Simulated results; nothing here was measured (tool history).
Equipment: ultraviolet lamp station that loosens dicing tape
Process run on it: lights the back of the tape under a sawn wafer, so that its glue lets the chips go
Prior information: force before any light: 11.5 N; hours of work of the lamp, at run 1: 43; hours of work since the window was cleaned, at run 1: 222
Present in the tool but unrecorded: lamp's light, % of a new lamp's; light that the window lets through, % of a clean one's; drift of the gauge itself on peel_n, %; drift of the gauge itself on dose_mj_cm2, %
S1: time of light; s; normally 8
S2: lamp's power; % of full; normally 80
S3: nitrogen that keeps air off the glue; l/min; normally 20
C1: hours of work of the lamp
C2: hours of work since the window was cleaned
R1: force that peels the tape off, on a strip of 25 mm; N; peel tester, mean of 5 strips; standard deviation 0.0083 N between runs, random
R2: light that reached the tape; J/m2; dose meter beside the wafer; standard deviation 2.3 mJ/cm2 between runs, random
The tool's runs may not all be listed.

Run 1, hour 0.0: usual settings; C1 43; C2 222. Result: R1 0.454 N, R2 2230 J/m2.
Run 2, hour 28.7: usual settings but S1 5 s; C1 60; C2 240. Result: R1 1.515 N, R2 1390 J/m2.
Run 3, hour 51.9: usual settings but S1 5 s; C1 75; C2 254. Result: R1 1.504 N, R2 1390 J/m2.
Run 4, hour 73.8: usual settings but S1 11 s; C1 88; C2 267. Result: R1 0.174 N, R2 2990 J/m2.
Run 5, hour 94.3: usual settings but S1 11 s; C1 101; C2 280. Result: R1 0.173 N, R2 3000 J/m2.
Run 6, hour 114.6: usual settings but S1 11 s; C1 113; C2 292. Result: R1 0.172 N, R2 2970 J/m2.
Run 7, hour 137.8: usual settings but S1 11 s; C1 127; C2 306. Result: R1 0.190 N, R2 2930 J/m2.
Run 8, hour 151.3: usual settings; C1 135; C2 315. Result: R1 0.535 N, R2 2160 J/m2.
Run 9, hour 182.1: usual settings; C1 154; C2 333. Result: R1 0.529 N, R2 2110 J/m2.
Run 10, hour 199.2: usual settings; C1 165; C2 344. Result: R1 0.548 N, R2 2100 J/m2.
Run 11, hour 217.8: usual settings; C1 176; C2 355. Result: R1 0.550 N, R2 2060 J/m2.
Run 12, hour 245.4: usual settings; C1 193; C2 372. Result: R1 0.573 N, R2 2090 J/m2.
Run 13, hour 276.1: usual settings; C1 211; C2 391. Result: R1 0.559 N, R2 2060 J/m2.
Run 14, hour 292.0: usual settings but S2 61 % of full; C1 221; C2 400. Result: R1 1.152 N, R2 1580 J/m2.
Run 15, hour 312.4: usual settings but S1 14 s, S3 17 l/min; C1 234; C2 413. Result: R1 0.126 N, R2 3560 J/m2.
Run 16, hour 343.1: usual settings but S1 14 s, S2 95 % of full, S3 17 l/min; C1 252; C2 432. Result: R1 0.096 N, R2 4200 J/m2.
Run 17, hour 365.2: usual settings but S1 14 s, S2 95 % of full, S3 17 l/min; C1 266; C2 445. Result: R1 0.091 N, R2 4170 J/m2.
Run 18, hour 378.5: usual settings but S3 22 l/min; C1 274; C2 453. Result: R1 0.570 N, R2 1980 J/m2.
Run 19, hour 398.5: usual settings but S1 11 s, S2 71 % of full, S3 22 l/min; C1 286; C2 465. Result: R1 0.301 N, R2 2430 J/m2.
Run 20, hour 423.2: usual settings but S1 5 s, S2 68 % of full, S3 19 l/min; C1 301; C2 480. Result: R1 2.421 N, R2 1020 J/m2.
Run 21, hour 439.1: usual settings but S2 95 % of full, S3 22 l/min; C1 311; C2 490. Result: R1 0.358 N, R2 2320 J/m2.
Run 22, hour 456.2: usual settings but S2 72 % of full, S3 39 l/min; C1 321; C2 501. Result: R1 0.448 N, R2 1750 J/m2.
Run 23, hour 477.1: usual settings but S3 17 l/min; C1 334; C2 513. Result: R1 0.792 N, R2 1880 J/m2.
Run 24, hour 502.8: usual settings but S1 4 s, S2 100 % of full, S3 12 l/min; C1 350; C2 529. Result: R1 2.665 N, R2 1200 J/m2.
At hour 509.6: window cleaned of glue's vapour.
Run 25, hour 520.5: usual settings but S2 68 % of full, S3 11 l/min; C1 360; C2 7. Result: R1 1.232 N, R2 1950 J/m2.
Run 26, hour 536.9: usual settings but S1 6 s, S2 87 % of full, S3 11 l/min; C1 370; C2 17. Result: R1 1.344 N, R2 1880 J/m2.

3 ways to go on from here, each from the tool as it stands after run 26. What would each give?
Run A, hour 553.9: usual settings but S1 5 s, S2 65 % of full; C1 381; C2 27. Result: R1 ?, R2 ?.
Run B, hour 553.9: usual settings but S1 7 s, S3 17 l/min; C1 381; C2 27. Result: R1 ?, R2 ?.
Run C, hour 553.9: usual settings but S1 11 s, S2 87 % of full, S3 9 l/min; C1 381; C2 27. Result: R1 ?, R2 ?.

run     R1    R2
  A  2.061  1160
  B  0.734  1960
  C  0.335  3350
Stripped of hidden state, with their random variation kept, the same runs would have yielded:
run     R1    R2
  A  1.795  1260
  B  0.594  2120
  C  0.260  3630
